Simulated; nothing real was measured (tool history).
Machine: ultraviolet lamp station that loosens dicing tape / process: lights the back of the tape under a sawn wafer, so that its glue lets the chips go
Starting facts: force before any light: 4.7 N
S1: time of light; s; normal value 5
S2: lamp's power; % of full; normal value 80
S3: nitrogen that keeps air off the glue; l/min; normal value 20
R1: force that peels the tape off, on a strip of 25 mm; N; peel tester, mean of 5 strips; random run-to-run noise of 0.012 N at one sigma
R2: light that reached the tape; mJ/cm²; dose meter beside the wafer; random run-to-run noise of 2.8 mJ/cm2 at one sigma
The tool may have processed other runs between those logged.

run,hour,S1,S2,S3,R1,R2
1,0.0,5,80,20,0.672,359
2,8.1,5,80,25,0.633,355
3,15.1,5,80,25,0.629,357
4,24.8,4,80,25,0.873,280
5,30.8,5,80,20,0.697,356
6,40.0,5,80,20,0.740,347
7,45.1,5,80,20,0.690,347
8,53.2,5,80,20,0.703,346
9,61.8,5,63,20,1.025,272
10,67.6,5,80,20,0.738,349
11,73.5,5,80,20,0.702,347
12,80.7,5,80,31,0.590,345
13,87.0,5,80,12,0.890,342
14,95.2,5,80,12,0.942,346
15,100.2,5,67,20,0.939,280
16,104.5,5,62,20,1.028,271
17,113.0,5,62,20,1.080,268
18,121.4,5,69,17,1.005,288
19,128.1,5,69,17,1.007,293
20,132.7,5,67,20,0.961,284
21,140.5,5,72,21,0.844,303
22,147.8,5,72,21,0.848,308
23,155.8,5,72,6,1.473,303
24,161.5,8,99,7,0.473,625
25,166.4,2,60,24,2.602,92
26,173.6,2,63,27,2.465,105
27,178.4,2,71,20,2.423,111
28,186.6,2,95,17,1.828,174
29,194.9,2,95,17,1.864,172
30,203.9,2,95,17,1.758,176
31,208.1,2,95,17,1.800,177
32,212.7,3,88,7,1.675,246
33,220.9,3,88,7,1.677,244

Not shown: 2 entries that the log had between the listed runs. Between which runs, and how does the tool's hidden state differ before and after?
In the gap between runs 23 and 24: window cleaned of glue's vapour (hour 157.0)
  lamp's light, % of a new lamp's: 93.5 -> 93.4; light that the window lets through, % of a clean one's: 89.5 -> 83.6
  measured result minus the result with no hidden state, R1: +0.283 -> +0.154 N; R2: -60 -> -176 mJ/cm²
In the gap between runs 27 and 28: window cleaned of glue's vapour, once more (hour 181.0)
  lamp's light, % of a new lamp's: 93 -> 92.9; light that the window lets through, % of a clean one's: 83.4 -> 99.4
  measured result minus the result with no hidden state, R1: +0.403 -> +0.136 N; R2: -32 -> -14 mJ/cm²
